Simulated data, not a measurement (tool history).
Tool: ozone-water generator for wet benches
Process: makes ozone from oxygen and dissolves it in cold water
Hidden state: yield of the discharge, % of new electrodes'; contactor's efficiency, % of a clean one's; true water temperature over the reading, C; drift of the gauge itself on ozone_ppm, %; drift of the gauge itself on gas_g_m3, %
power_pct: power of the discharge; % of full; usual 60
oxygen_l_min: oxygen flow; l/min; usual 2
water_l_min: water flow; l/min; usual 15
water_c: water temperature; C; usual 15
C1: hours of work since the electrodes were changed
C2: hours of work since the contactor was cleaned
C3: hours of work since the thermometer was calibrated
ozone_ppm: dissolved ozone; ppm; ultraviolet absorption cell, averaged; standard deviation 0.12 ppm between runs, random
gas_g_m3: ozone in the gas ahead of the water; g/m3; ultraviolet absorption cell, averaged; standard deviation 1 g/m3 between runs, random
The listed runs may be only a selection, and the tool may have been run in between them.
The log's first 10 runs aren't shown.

{"run": 11, "hour": 202.0, "power_pct": 60, "oxygen_l_min": 2, "water_l_min": 13, "water_c": 15, "C1": 858, "C2": 2546, "C3": 858, "ozone_ppm": 13.7, "gas_g_m3": 179.6}
{"run": 12, "hour": 229.8, "power_pct": 60, "oxygen_l_min": 2, "water_l_min": 15, "water_c": 15, "C1": 883, "C2": 2572, "C3": 883, "ozone_ppm": 11.6, "gas_g_m3": 180.5}
{"run": 13, "hour": 251.8, "power_pct": 60, "oxygen_l_min": 2, "water_l_min": 15, "water_c": 15, "C1": 903, "C2": 2592, "C3": 903, "ozone_ppm": 12, "gas_g_m3": 182.4}
{"run": 14, "hour": 268.1, "power_pct": 60, "oxygen_l_min": 2, "water_l_min": 15, "water_c": 15, "C1": 918, "C2": 2607, "C3": 918, "ozone_ppm": 11.8, "gas_g_m3": 180.7}
{"run": 15, "hour": 284.6, "power_pct": 60, "oxygen_l_min": 2, "water_l_min": 20, "water_c": 15, "C1": 934, "C2": 2622, "C3": 934, "ozone_ppm": 8.5, "gas_g_m3": 180.3}
{"hour": 288.6, "done": "gauge calibrated"}
{"run": 16, "hour": 312.0, "power_pct": 90, "oxygen_l_min": 2, "water_l_min": 20, "water_c": 15, "C1": 959, "C2": 2647, "C3": 959, "ozone_ppm": 10.8, "gas_g_m3": 227.7}
{"run": 17, "hour": 327.6, "power_pct": 79, "oxygen_l_min": 1.4, "water_l_min": 15, "water_c": 15, "C1": 973, "C2": 2662, "C3": 973, "ozone_ppm": 12.7, "gas_g_m3": 247.7}
{"run": 18, "hour": 350.9, "power_pct": 79, "oxygen_l_min": 1.4, "water_l_min": 15, "water_c": 15, "C1": 994, "C2": 2683, "C3": 994, "ozone_ppm": 12.7, "gas_g_m3": 251}
{"run": 19, "hour": 375.1, "power_pct": 79, "oxygen_l_min": 1.4, "water_l_min": 10, "water_c": 16, "C1": 1017, "C2": 2705, "C3": 1017, "ozone_ppm": 19.8, "gas_g_m3": 251.5}
{"run": 20, "hour": 398.3, "power_pct": 95, "oxygen_l_min": 1.35, "water_l_min": 11, "water_c": 13, "C1": 1038, "C2": 2727, "C3": 1038, "ozone_ppm": 20.1, "gas_g_m3": 288.9}
{"run": 21, "hour": 413.7, "power_pct": 60, "oxygen_l_min": 1.54, "water_l_min": 15, "water_c": 15, "C1": 1052, "C2": 2741, "C3": 1052, "ozone_ppm": 11, "gas_g_m3": 202}
{"run": 22, "hour": 441.9, "power_pct": 51, "oxygen_l_min": 1.65, "water_l_min": 15, "water_c": 17, "C1": 1078, "C2": 2767, "C3": 1078, "ozone_ppm": 9.9, "gas_g_m3": 176.5}
{"run": 23, "hour": 471.6, "power_pct": 55, "oxygen_l_min": 1.83, "water_l_min": 19, "water_c": 15, "C1": 1105, "C2": 2794, "C3": 1105, "ozone_ppm": 8.1, "gas_g_m3": 177.3}
{"run": 24, "hour": 500.5, "power_pct": 55, "oxygen_l_min": 1.83, "water_l_min": 19, "water_c": 15, "C1": 1132, "C2": 2820, "C3": 1132, "ozone_ppm": 8.2, "gas_g_m3": 176}
{"run": 25, "hour": 515.6, "power_pct": 55, "oxygen_l_min": 1.83, "water_l_min": 19, "water_c": 15, "C1": 1146, "C2": 2834, "C3": 1146, "ozone_ppm": 8.1, "gas_g_m3": 179}
{"run": 26, "hour": 533.3, "power_pct": 60, "oxygen_l_min": 1.99, "water_l_min": 15, "water_c": 15, "C1": 1162, "C2": 2851, "C3": 1162, "ozone_ppm": 11.6, "gas_g_m3": 179.6}
{"run": 27, "hour": 545.6, "power_pct": 60, "oxygen_l_min": 1.99, "water_l_min": 15, "water_c": 15, "C1": 1173, "C2": 2862, "C3": 1173, "ozone_ppm": 11.9, "gas_g_m3": 181.5}
{"run": 28, "hour": 562.7, "power_pct": 60, "oxygen_l_min": 2, "water_l_min": 15, "water_c": 15, "C1": 1189, "C2": 2878, "C3": 1189, "ozone_ppm": 11.8, "gas_g_m3": 179.7}
{"run": 29, "hour": 590.4, "power_pct": 46, "oxygen_l_min": 1.95, "water_l_min": 15, "water_c": 15, "C1": 1214, "C2": 2903, "C3": 1214, "ozone_ppm": 10, "gas_g_m3": 155}
{"run": 30, "hour": 611.7, "power_pct": 46, "oxygen_l_min": 1.95, "water_l_min": 15, "water_c": 15, "C1": 1234, "C2": 2923, "C3": 1234, "ozone_ppm": 9.8, "gas_g_m3": 155.1}
{"run": 31, "hour": 631.1, "power_pct": 46, "oxygen_l_min": 1.95, "water_l_min": 15, "water_c": 15, "C1": 1252, "C2": 2940, "C3": 1252, "ozone_ppm": 9.8, "gas_g_m3": 155.4}
{"run": 32, "hour": 645.6, "power_pct": 47, "oxygen_l_min": 2.58, "water_l_min": 15, "water_c": 23, "C1": 1265, "C2": 2954, "C3": 1265, "ozone_ppm": 9.7, "gas_g_m3": 136.8}

5 options for the next run, each taken on its own from the tool as it stands now. Forecast them:
{"run": "A", "hour": 670.4, "power_pct": 75, "oxygen_l_min": 1.23, "water_l_min": 15, "water_c": 23, "C1": 1288, "C2": 2976, "C3": 1288, "ozone_ppm": "?", "gas_g_m3": "?"}
{"run": "B", "hour": 670.4, "power_pct": 52, "oxygen_l_min": 2, "water_l_min": 15, "water_c": 15, "C1": 1288, "C2": 2976, "C3": 1288, "ozone_ppm": "?", "gas_g_m3": "?"}
{"run": "C", "hour": 670.4, "power_pct": 60, "oxygen_l_min": 2, "water_l_min": 15, "water_c": 9, "C1": 1288, "C2": 2976, "C3": 1288, "ozone_ppm": "?", "gas_g_m3": "?"}
{"run": "D", "hour": 670.4, "power_pct": 49, "oxygen_l_min": 2.58, "water_l_min": 13, "water_c": 16, "C1": 1288, "C2": 2976, "C3": 1288, "ozone_ppm": "?", "gas_g_m3": "?"}
{"run": "E", "hour": 670.4, "power_pct": 54, "oxygen_l_min": 1.39, "water_l_min": 15, "water_c": 23, "C1": 1288, "C2": 2976, "C3": 1288, "ozone_ppm": "?", "gas_g_m3": "?"}

run=A ozone_ppm=11.1 gas_g_m3=269.3
run=B ozone_ppm=10.9 gas_g_m3=165.3
run=C ozone_ppm=12.2 gas_g_m3=180.9
run=D ozone_ppm=12.6 gas_g_m3=140.9
run=E ozone_ppm=9.4 gas_g_m3=203.5
What these runs would have given with no unlogged condition in the tool:
run=A ozone_ppm=11.1 gas_g_m3=259.3
run=B ozone_ppm=10.9 gas_g_m3=159
run=C ozone_ppm=12.2 gas_g_m3=174.1
run=D ozone_ppm=12.7 gas_g_m3=135.6
run=E ozone_ppm=9.4 gas_g_m3=195.9
